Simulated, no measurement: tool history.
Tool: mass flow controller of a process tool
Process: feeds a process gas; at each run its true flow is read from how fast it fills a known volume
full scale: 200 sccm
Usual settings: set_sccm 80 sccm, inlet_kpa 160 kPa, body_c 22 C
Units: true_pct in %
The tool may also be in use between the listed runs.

run,hour,set_sccm,inlet_kpa,body_c,true_pct
1,0,80,160,22,99.44
2,161.7,80,160,22,99.67
3,285.1,80,160,22,99.46
4,422.8,80,160,22,99.48
5,518.6,80,160,22,99.5
6,652.7,68,160,22,99.46
7,844.9,68,160,22,99.39
8,941.2,68,160,22,99.35
9,1166.6,68,160,22,99.37
10,1388.5,80,165,22,99.55
11,1511.4,80,165,22,99.44
12,1617.4,80,165,22,99.54
13,1790.3,80,165,22,99.57
14,1986.5,80,165,22,99.43
15,2197.6,80,165,22,99.54
16,2361.2,80,165,22,99.64
17,2459.6,80,160,22,99.39
18,2608.9,80,160,22,99.58
19,2823.2,80,160,22,99.45
20,2936.1,80,160,22,99.53
21,3050.9,80,160,22,99.59
22,3172.3,60,160,22,99.4
# hour 3283.8: controller exchanged for a calibrated one
23,3370.7,80,253,22,100.03
24,3541.7,80,253,22,100.13
25,3713.9,80,160,23,99.39
26,3821.9,131,161,31,99.04
27,4019.3,21,234,24,99.61
28,4208,47,234,24,99.68
29,4314.2,80,160,35,98.45
30,4485.7,80,231,29,99.2
31,4579.6,37,143,21,99.42
32,4737.7,164,258,39,98.9
33,4912.6,164,167,23,99.91
34,5066.7,164,167,23,99.84
35,5177,108,167,35,98.55
36,5335.3,108,167,35,98.63
37,5500.6,108,167,38,98.31
38,5682.3,108,167,38,98.24
39,5876.8,141,175,38,98.49
40,6008.3,32,160,23,99.32
41,6223.8,129,160,30,99.29
42,6420.2,144,160,27,99.35
43,6630.3,46,228,39,98.34
44,6741.2,80,160,22,99.47
45,6843.9,80,160,22,99.46
46,7035.1,80,160,22,99.51
47,7136.8,157,157,22,99.85
48,7299.2,55,189,22,99.59
49,7515.8,55,189,22,99.36

3 ways to go on from here, each from the tool as it stands after run 49. What would each give?
A,7688.6,95,208,33,?
B,7688.6,80,160,21,?
C,7688.6,42,245,22,?

run,true_pct
A,98.81
B,99.61
C,99.77
Without the tool's hidden state the same runs would have given:
run,true_pct
A,98.82
B,99.62
C,99.76

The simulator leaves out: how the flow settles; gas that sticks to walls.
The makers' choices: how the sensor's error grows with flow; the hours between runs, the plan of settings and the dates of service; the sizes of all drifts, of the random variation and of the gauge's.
